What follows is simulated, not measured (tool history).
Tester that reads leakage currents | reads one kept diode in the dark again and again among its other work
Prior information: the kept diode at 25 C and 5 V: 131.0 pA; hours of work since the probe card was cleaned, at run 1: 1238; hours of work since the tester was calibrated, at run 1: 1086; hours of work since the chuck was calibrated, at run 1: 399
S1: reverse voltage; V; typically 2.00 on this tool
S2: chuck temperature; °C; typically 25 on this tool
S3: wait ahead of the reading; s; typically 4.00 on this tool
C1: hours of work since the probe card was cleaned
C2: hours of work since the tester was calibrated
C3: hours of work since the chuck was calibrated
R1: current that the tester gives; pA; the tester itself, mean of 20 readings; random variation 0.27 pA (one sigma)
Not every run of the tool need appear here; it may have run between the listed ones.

{"run": 1, "day": 0.0, "S1": 2.0, "S2": 25, "S3": 4.0, "C1": 1238, "C2": 1086, "C3": 399, "R1": 87.41}
{"run": 2, "day": 1.767, "S1": 2.0, "S2": 25, "S3": 4.0, "C1": 1266, "C2": 1113, "C3": 426, "R1": 87.62}
{"run": 3, "day": 3.317, "S1": 2.0, "S2": 25, "S3": 4.0, "C1": 1290, "C2": 1137, "C3": 450, "R1": 87.06}
{"run": 4, "day": 4.738, "S1": 2.0, "S2": 25, "S3": 4.0, "C1": 1312, "C2": 1159, "C3": 472, "R1": 87.33}
{"run": 5, "day": 6.383, "S1": 2.0, "S2": 25, "S3": 4.0, "C1": 1337, "C2": 1184, "C3": 497, "R1": 86.78}
{"run": 6, "day": 8.083, "S1": 2.0, "S2": 25, "S3": 4.0, "C1": 1363, "C2": 1211, "C3": 524, "R1": 86.12}
{"day": 8.283, "done": "tester calibrated"}
{"run": 7, "day": 9.717, "S1": 3.56, "S2": 25, "S3": 7.16, "C1": 1387, "C2": 22, "C3": 548, "R1": 110.72}
{"run": 8, "day": 11.758, "S1": 5.14, "S2": 38, "S3": 5.32, "C1": 1419, "C2": 54, "C3": 579, "R1": 391.65}

Estimate the outcome of run 9 from the log above:
{"run": 9, "day": 14.329, "S1": 8.36, "S2": 55, "S3": 0.41, "C1": 1459, "C2": 94, "C3": 619, "R1": "?"}

For run 9 the tool returned R1 1791.14 pA.
Minus the tool's unlogged condition, the same run would have read R1 1874.19 pA.

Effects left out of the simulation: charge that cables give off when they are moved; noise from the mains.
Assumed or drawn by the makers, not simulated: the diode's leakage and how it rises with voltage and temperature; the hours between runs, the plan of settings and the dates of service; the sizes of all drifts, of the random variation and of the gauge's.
